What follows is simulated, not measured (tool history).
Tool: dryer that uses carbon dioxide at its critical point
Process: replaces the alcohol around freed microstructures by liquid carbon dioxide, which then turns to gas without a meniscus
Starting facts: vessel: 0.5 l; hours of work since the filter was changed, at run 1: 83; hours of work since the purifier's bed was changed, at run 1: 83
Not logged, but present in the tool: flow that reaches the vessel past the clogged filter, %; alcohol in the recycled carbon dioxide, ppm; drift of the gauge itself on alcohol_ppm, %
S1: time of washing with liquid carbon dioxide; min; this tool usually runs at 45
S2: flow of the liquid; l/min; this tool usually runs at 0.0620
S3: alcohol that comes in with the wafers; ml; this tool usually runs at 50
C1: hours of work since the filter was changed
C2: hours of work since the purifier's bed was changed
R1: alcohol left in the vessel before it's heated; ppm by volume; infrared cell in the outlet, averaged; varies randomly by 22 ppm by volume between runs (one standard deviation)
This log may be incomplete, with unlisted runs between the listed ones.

run	hour	S1	S2	S3	C1	C2	R1
1	0.0	45	0.0620	50	83	83	1562
2	9.0	45	0.0620	50	88	88	1559
3	25.3	45	0.0620	50	96	96	1601
4	33.6	45	0.0620	50	101	101	1598
5	44.2	45	0.0620	50	106	106	1615
6	55.4	45	0.0620	50	112	112	1623
7	63.5	45	0.0638	50	117	117	1455
8	77.4	45	0.0638	50	124	124	1451
9	89.0	45	0.0638	50	130	130	1482
10	104.5	45	0.0620	50	138	138	1696
11	111.8	45	0.0620	50	142	142	1636
12	119.0	45	0.0620	54	146	146	1855
13	126.6	45	0.0374	50	150	150	9003
14	135.4	45	0.0374	50	155	155	8961
15	150.4	45	0.0620	107	163	163	3547
16	158.0	45	0.0620	50	167	167	1737
17	168.7	45	0.0620	50	172	172	1735
18	183.0	45	0.0620	50	180	180	1714
19	194.8	45	0.0620	50	186	186	1740
20	203.6	45	0.0620	50	191	191	1742
21	212.3	52	0.0682	87	196	196	1011
22	219.7	71	0.0376	24	200	200	1123
23	232.9	45	0.0505	28	207	207	2194
24	249.4	33	0.0395	28	215	215	9048
25	260.9	45	0.0651	62	221	221	1799
26	272.4	51	0.0396	112	228	228	13194
27	280.4	45	0.0512	50	232	232	3777
28	297.8	62	0.0984	63	241	241	33
29	308.7	62	0.0984	63	247	247	35
30	324.8	62	0.0984	63	255	255	36
31	341.0	65	0.0855	35	264	264	45
32	354.0	27	0.0855	31	271	271	2207
33	367.0	28	0.0620	29	278	278	4861
34	380.8	28	0.0620	116	285	285	19367
35	389.4	28	0.0620	116	290	290	19911

How would selected steps in R1 from run to run divide? Give the signed amount a tool lacking its hidden state would still show from settings, what came in and random variation, and the signed amount left for the hidden state, including any gauge scatter that is not in both of the compared results.
Run 25 -> 26: S1 45 -> 51, S2 0.0651 -> 0.0396, S3 62 -> 112. R1 +11395 ppm by volume: hidden state +1607, all else +9788.
Run 26 -> 27: S1 51 -> 45, S2 0.0396 -> 0.0512, S3 112 -> 50. R1 -9417 ppm by volume: hidden state -1327, all else -8090.
Run 33 -> 34: S3 29 -> 116. R1 +14506 ppm by volume: hidden state +2402, all else +12104.
